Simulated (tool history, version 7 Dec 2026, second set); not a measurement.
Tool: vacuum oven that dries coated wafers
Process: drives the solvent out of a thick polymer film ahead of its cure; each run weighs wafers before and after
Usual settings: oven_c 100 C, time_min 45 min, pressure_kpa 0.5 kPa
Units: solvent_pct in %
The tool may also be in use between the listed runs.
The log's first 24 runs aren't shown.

run   hour  oven_c  time_min  pressure_kpa  solvent_pct
 25  457.5      86        46         0.663         4.25
 26  469.9      86        61         0.663         3.23
 27  481.6      86        61         0.663         3.27
 28  494.3      86        28         1.282         7.22
 29  514.8      86        28         1.282         6.82
 30  539.5      86        28         1.282         7.25
 31  565.7     102        67           0.5         0.73
 32  588.5      91        45         0.808         3.44
 33  616.3     112        58         1.638         1.51
 34  636.4     100        45         0.394         1.24

Forecast each of these 5 alternatives for the next run:
  A  650.3      87        35         1.395            ?
  B  650.3     100        45         0.642            ?
  C  650.3     100        59         0.394            ?
  D  650.3      88        50         0.484            ?
  E  650.3      96        27         0.262            ?

run  solvent_pct
  A         6.09
  B         1.56
  C         0.88
  D         3.21
  E         3.48
Without the tool's hidden state the same runs would have given:
run  solvent_pct
  A         6.11
  B         1.56
  C         0.88
  D         3.22
  E         3.49
